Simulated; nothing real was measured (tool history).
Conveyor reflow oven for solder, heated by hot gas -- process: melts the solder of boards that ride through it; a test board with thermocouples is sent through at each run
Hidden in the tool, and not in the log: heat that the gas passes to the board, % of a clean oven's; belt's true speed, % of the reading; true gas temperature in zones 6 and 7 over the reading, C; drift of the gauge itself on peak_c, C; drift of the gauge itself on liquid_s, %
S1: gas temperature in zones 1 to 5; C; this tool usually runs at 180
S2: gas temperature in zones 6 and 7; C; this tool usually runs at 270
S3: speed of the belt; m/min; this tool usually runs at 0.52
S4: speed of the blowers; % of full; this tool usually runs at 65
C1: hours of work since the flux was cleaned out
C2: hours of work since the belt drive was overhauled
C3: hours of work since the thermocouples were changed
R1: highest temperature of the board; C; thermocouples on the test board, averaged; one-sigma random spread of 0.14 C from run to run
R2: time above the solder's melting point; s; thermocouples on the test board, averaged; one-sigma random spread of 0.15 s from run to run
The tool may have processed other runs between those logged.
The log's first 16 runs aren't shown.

run    hour   S1   S2     S3  S4   C1   C2    C3     R1    R2
 17   598.7  180  270   0.52  68  280  895  1289  255.6  74.7
 18   636.9  177  270  0.572  68  303  918  1311  251.2  62.4
      655.5  -- belt drive overhauled, speed set with a stopwatch
 19   669.8  181  261  0.537  77  319    8  1328  248.9  66.1
      720.7  -- flux residue cleaned out of gas plates and filters
 20   729.2  191  270  0.579  65    5   40  1359  256.2  71.1
 21     755  186  259  0.601  57   20   55  1374    242  52.9
 22   806.1  170  260  0.601  57   50   85  1404  238.4  42.1
 23   861.4  170  260  0.601  57   82  117  1436  238.5  41.7
 24   904.6  180  270  0.617  65  107  142  1461  250.3    57
        909  -- thermocouples of zones 6 and 7 changed
 25   937.5  180  270  0.617  65  125  160    17  247.2    54
 26   965.9  180  270  0.617  65  142  177    33    247  54.1
 27  1014.5  180  261   0.53  64  170  205    61  244.3  61.8
 28  1044.3  180  270  0.582  65  187  222    79  248.7  59.4
 29    1073  169  270  0.555  65  204  239    95  247.9  57.4
 30  1125.8  169  270  0.555  65  235  270   126  247.5  56.9
 31  1179.7  169  270  0.555  65  266  301   157  247.2  56.7

Alternative continuations, all from the tool just after run 31; predict every row:
  A  1233.1  184  268   0.52  65  297  332  189   ?   ?
  B  1233.1  169  270  0.472  65  297  332  189   ?   ?
  C  1233.1  169  281  0.536  58  297  332  189   ?   ?
  D  1233.1  180  270  0.484  65  297  332  189   ?   ?

run     R1    R2
  A    251  71.6
  B    253  74.5
  C  254.7  65.4
  D    254    78
The same runs, with their run-to-run variation unchanged, on a tool lacking any hidden condition would have given:
run     R1    R2
  A  253.6  74.5
  B  255.7  77.8
  C  258.1  68.6
  D  256.5  80.7
